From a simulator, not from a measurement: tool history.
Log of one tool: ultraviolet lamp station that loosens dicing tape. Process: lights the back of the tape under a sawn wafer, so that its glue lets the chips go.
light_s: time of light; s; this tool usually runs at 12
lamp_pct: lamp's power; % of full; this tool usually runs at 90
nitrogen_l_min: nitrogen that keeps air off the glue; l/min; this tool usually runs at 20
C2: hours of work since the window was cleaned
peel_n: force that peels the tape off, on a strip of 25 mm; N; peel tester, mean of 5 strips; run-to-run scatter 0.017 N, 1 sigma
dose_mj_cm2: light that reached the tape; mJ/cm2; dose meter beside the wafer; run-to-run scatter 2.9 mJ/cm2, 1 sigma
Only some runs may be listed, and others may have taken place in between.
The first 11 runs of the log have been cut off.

run 12 day=11.708 | light_s=12 lamp_pct=90 nitrogen_l_min=20 | hours_of_work_of_the_lamp=412 C2=158 | peel_n=1.094 dose_mj_cm2=359
run 13 day=12.538 | light_s=12 lamp_pct=96 nitrogen_l_min=20 | hours_of_work_of_the_lamp=421 C2=166 | peel_n=0.974 dose_mj_cm2=378
run 14 day=13.538 | light_s=16 lamp_pct=90 nitrogen_l_min=20 | hours_of_work_of_the_lamp=431 C2=176 | peel_n=0.591 dose_mj_cm2=466
run 15 day=14.75 | light_s=16 lamp_pct=90 nitrogen_l_min=20 | hours_of_work_of_the_lamp=444 C2=189 | peel_n=0.622 dose_mj_cm2=463
run 16 day=15.55 | light_s=16 lamp_pct=69 nitrogen_l_min=20 | hours_of_work_of_the_lamp=452 C2=197 | peel_n=1.053 dose_mj_cm2=352
run 17 day=16.833 | light_s=22 lamp_pct=90 nitrogen_l_min=20 | hours_of_work_of_the_lamp=465 C2=211 | peel_n=0.295 dose_mj_cm2=632
run 18 day=17.896 | light_s=22 lamp_pct=90 nitrogen_l_min=20 | hours_of_work_of_the_lamp=476 C2=221 | peel_n=0.313 dose_mj_cm2=623
run 19 day=19.238 | light_s=22 lamp_pct=90 nitrogen_l_min=20 | hours_of_work_of_the_lamp=490 C2=235 | peel_n=0.329 dose_mj_cm2=623
run 20 day=20.521 | light_s=11 lamp_pct=93 nitrogen_l_min=20 | hours_of_work_of_the_lamp=503 C2=249 | peel_n=1.326 dose_mj_cm2=315
run 21 day=22.058 | light_s=12 lamp_pct=90 nitrogen_l_min=7 | hours_of_work_of_the_lamp=519 C2=264 | peel_n=2.391 dose_mj_cm2=328
run 22 day=23.033 | light_s=12 lamp_pct=82 nitrogen_l_min=16 | hours_of_work_of_the_lamp=529 C2=275 | peel_n=1.714 dose_mj_cm2=300
run 23 day=24.262 | light_s=12 lamp_pct=84 nitrogen_l_min=18 | hours_of_work_of_the_lamp=542 C2=287 | peel_n=1.543 dose_mj_cm2=302
run 24 day=25.017 | light_s=23 lamp_pct=87 nitrogen_l_min=11 | hours_of_work_of_the_lamp=550 C2=295 | peel_n=0.601 dose_mj_cm2=603
run 25 day=25.733 | light_s=23 lamp_pct=87 nitrogen_l_min=11 | hours_of_work_of_the_lamp=557 C2=302 | peel_n=0.622 dose_mj_cm2=590
-- day=26.617 window cleaned of glue's vapour
run 26 day=26.967 | light_s=23 lamp_pct=78 nitrogen_l_min=34 | hours_of_work_of_the_lamp=570 C2=4 | peel_n=0.222 dose_mj_cm2=615
run 27 day=27.721 | light_s=9 lamp_pct=90 nitrogen_l_min=23 | hours_of_work_of_the_lamp=577 C2=11 | peel_n=1.489 dose_mj_cm2=278
run 28 day=28.588 | light_s=9 lamp_pct=91 nitrogen_l_min=39 | hours_of_work_of_the_lamp=586 C2=20 | peel_n=1.079 dose_mj_cm2=279
run 29 day=29.333 | light_s=9 lamp_pct=91 nitrogen_l_min=39 | hours_of_work_of_the_lamp=594 C2=28 | peel_n=1.169 dose_mj_cm2=278
run 30 day=30.983 | light_s=8 lamp_pct=92 nitrogen_l_min=20 | hours_of_work_of_the_lamp=611 C2=45 | peel_n=1.928 dose_mj_cm2=244
run 31 day=32.471 | light_s=24 lamp_pct=90 nitrogen_l_min=14 | hours_of_work_of_the_lamp=626 C2=60 | peel_n=0.296 dose_mj_cm2=723
run 32 day=33.575 | light_s=15 lamp_pct=67 nitrogen_l_min=8 | hours_of_work_of_the_lamp=638 C2=72 | peel_n=2.245 dose_mj_cm2=334

3 ways to go on from here, each from the tool as it stands after run 32. What would each give?
run A day=34.654 | light_s=21 lamp_pct=77 nitrogen_l_min=9 | hours_of_work_of_the_lamp=649 C2=83 | peel_n=? dose_mj_cm2=?
run B day=34.654 | light_s=14 lamp_pct=67 nitrogen_l_min=18 | hours_of_work_of_the_lamp=649 C2=83 | peel_n=? dose_mj_cm2=?
run C day=34.654 | light_s=20 lamp_pct=70 nitrogen_l_min=20 | hours_of_work_of_the_lamp=649 C2=83 | peel_n=? dose_mj_cm2=?

run=A peel_n=0.984 dose_mj_cm2=527
run=B peel_n=1.557 dose_mj_cm2=304
run=C peel_n=0.601 dose_mj_cm2=447
Without the tool's unlogged condition, the same runs would have read:
run=A peel_n=0.702 dose_mj_cm2=621
run=B peel_n=1.17 dose_mj_cm2=358
run=C peel_n=0.414 dose_mj_cm2=527
